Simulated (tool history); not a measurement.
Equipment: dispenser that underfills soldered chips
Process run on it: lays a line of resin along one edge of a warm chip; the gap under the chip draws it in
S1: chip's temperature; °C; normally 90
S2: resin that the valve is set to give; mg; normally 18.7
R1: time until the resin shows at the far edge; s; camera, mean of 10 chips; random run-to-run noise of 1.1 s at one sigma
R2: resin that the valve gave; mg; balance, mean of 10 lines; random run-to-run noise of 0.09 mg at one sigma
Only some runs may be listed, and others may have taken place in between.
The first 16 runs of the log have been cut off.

-- day=4.708 new syringe of resin
run 17 day=5.100 | S1=90 S2=18.7 | R1=142.0 R2=17.16
-- day=5.392 new syringe of resin
run 18 day=5.404 | S1=90 S2=18.7 | R1=112.2 R2=17.00
run 19 day=5.767 | S1=83 S2=17.5 | R1=198.6 R2=15.92
-- day=6.058 new syringe of resin
run 20 day=6.058 | S1=104 S2=21.6 | R1=60.8 R2=19.33
run 21 day=6.346 | S1=91 S2=18.2 | R1=129.3 R2=16.31
run 22 day=6.546 | S1=97 S2=18.1 | R1=114.8 R2=16.15
-- day=6.742 new syringe of resin
run 23 day=6.817 | S1=84 S2=20.1 | R1=152.3 R2=17.94
run 24 day=7.112 | S1=103 S2=21.4 | R1=83.6 R2=18.79
-- day=7.192 dispensing valve cleaned and set on the balance
-- day=7.471 new syringe of resin
run 25 day=7.500 | S1=103 S2=21.4 | R1=64.9 R2=21.37
run 26 day=7.879 | S1=103 S2=21.4 | R1=85.4 R2=21.27
-- day=8.146 new syringe of resin
run 27 day=8.192 | S1=105 S2=21.1 | R1=60.2 R2=20.74
run 28 day=8.612 | S1=98 S2=20.1 | R1=107.0 R2=19.84
-- day=8.817 new syringe of resin
run 29 day=8.892 | S1=78 S2=17.4 | R1=205.6 R2=17.05
run 30 day=9.238 | S1=93 S2=19.1 | R1=131.8 R2=18.59
-- day=9.496 new syringe of resin
run 31 day=9.567 | S1=94 S2=21.6 | R1=98.2 R2=20.68
run 32 day=9.896 | S1=84 S2=16.7 | R1=193.8 R2=16.11
-- day=10.162 new syringe of resin
run 33 day=10.192 | S1=85 S2=20.0 | R1=141.2 R2=19.13
run 34 day=10.575 | S1=85 S2=20.0 | R1=184.8 R2=19.00
-- day=10.838 new syringe of resin
run 35 day=11.017 | S1=87 S2=16.8 | R1=146.7 R2=15.90

What if the next run were any one of these 5? Each begins from the tool's condition after run 35:
run A day=11.404 | S1=103 S2=19.0 | R1=? R2=?
run B day=11.404 | S1=81 S2=17.9 | R1=? R2=?
run C day=11.404 | S1=82 S2=22.2 | R1=? R2=?
run D day=11.404 | S1=88 S2=22.2 | R1=? R2=?
run E day=11.404 | S1=76 S2=18.5 | R1=? R2=?

run=A R1=95.6 R2=17.99
run=B R1=245.4 R2=16.87
run=C R1=228.7 R2=20.96
run=D R1=174.2 R2=20.86
run=E R1=306.7 R2=17.49
Without the tool's hidden state the same runs would have given:
run=A R1=59.4 R2=19.15
run=B R1=150.3 R2=17.95
run=C R1=141.3 R2=22.31
run=D R1=108.0 R2=22.21
run=E R1=187.8 R2=18.62
